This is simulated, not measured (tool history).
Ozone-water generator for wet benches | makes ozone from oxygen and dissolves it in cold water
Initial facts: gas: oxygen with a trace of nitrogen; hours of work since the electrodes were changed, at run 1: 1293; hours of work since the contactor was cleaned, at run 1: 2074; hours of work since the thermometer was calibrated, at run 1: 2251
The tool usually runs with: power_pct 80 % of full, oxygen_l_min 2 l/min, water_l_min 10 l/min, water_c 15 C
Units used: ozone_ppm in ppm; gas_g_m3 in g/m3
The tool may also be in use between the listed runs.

run,hour,power_pct,oxygen_l_min,water_l_min,water_c,hours of work since the electrodes were changed,hours of work since the contactor was cleaned,hours of work since the thermometer was calibrated,ozone_ppm,gas_g_m3
1,0,80,2,10,15,1293,2074,2251,23.9,290.6
2,46.9,80,2,10,15,1325,2106,2282,24,289.8
3,76.7,80,1.05,10,15,1345,2125,2302,23.3,443.8
4,113,74,1.05,10,15,1369,2150,2327,22.2,423.6
5,138.6,74,1.05,10,15,1386,2167,2344,22.2,420.1
6,179.2,80,2,10,15,1413,2194,2371,23.7,288.9
7,212,80,2.49,10,15,1435,2216,2393,23.6,250.8
8,236.8,80,2,6,15,1452,2233,2410,38.3,292.7
9,284.7,80,2,6,15,1484,2265,2442,39.2,290.4
10,333.1,80,2,10,15,1516,2297,2474,23.7,288.7
11,359,80,2,10,15,1534,2315,2491,23.5,289.1
12,387.6,80,2,10,9,1553,2334,2511,25.5,289.8
13,432.3,80,2,10,15,1583,2364,2540,23.5,288.6
14,475.9,80,2,10,15,1612,2393,2570,23.7,288.6
15,516.3,80,2,10,15,1639,2420,2597,24,291.7
16,560.8,80,2,10,15,1669,2450,2626,23.2,288.2

Run 17 has not been measured yet. What should we expect?
# hour 615.2: contactor cleaned
17,615.2,80,2,10,15,1702,0,2660,?,?

{"run 17": {"ozone_ppm": 24.4, "gas_g_m3": 287.4}}
Without the tool's hidden state the same run would have given ozone_ppm 25.6 ppm, gas_g_m3 299.4 g/m3.
